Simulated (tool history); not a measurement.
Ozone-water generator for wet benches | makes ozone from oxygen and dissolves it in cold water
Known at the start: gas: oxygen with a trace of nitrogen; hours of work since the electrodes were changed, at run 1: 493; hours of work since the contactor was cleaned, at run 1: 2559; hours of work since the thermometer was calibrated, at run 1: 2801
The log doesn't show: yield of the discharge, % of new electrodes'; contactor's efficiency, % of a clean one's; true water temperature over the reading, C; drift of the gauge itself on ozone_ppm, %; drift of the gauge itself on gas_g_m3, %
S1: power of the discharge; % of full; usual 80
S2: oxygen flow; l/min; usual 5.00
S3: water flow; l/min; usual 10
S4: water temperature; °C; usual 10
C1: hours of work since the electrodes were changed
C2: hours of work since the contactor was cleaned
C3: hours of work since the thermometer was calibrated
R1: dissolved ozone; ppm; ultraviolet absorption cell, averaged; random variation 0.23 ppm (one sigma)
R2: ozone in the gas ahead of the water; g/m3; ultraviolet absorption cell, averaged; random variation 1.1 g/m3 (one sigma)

run   hour  S1    S2  S3  S4   C1    C2    C3    R1     R2
  1    0.0  80  5.00  10  10  493  2559  2801  35.0  189.5
  2   28.6  80  5.00  10  10  516  2582  2824  34.7  188.1
  3   51.2  80  2.71  10  10  534  2600  2842  37.4  281.6
  4   95.3  80  2.71  10   6  569  2636  2878  39.8  284.0
  5  121.4  80  4.19  10  10  590  2656  2899  36.0  209.2
  6  162.3  80  4.19  10  10  623  2689  2932  35.7  211.4
  7  190.8  80  5.00  10  10  645  2712  2954  34.5  187.9
  8  235.0  80  5.00   7  10  681  2747  2990  42.6  188.1
  9  279.4  80  3.17   7  10  716  2783  3025  48.0  254.2
 10  312.0  80  3.17   7  10  743  2809  3051  47.6  253.6
 11  341.0  80  3.47  13   7  766  2832  3075  31.4  241.2
 12  381.7  80  3.15  14  10  798  2865  3107  28.6  256.1
 13  415.4  67  3.15   8  11  825  2892  3134  38.0  228.8

The next listed run, before its measurement:
 14  445.2  80  3.41  16   8  849  2916  3158   ?   ?

R1: 26.5 ppm
R2: 242.9 g/m3
Without the tool's hidden state the same run would have given R1 26.5 ppm, R2 243.0 g/m3.

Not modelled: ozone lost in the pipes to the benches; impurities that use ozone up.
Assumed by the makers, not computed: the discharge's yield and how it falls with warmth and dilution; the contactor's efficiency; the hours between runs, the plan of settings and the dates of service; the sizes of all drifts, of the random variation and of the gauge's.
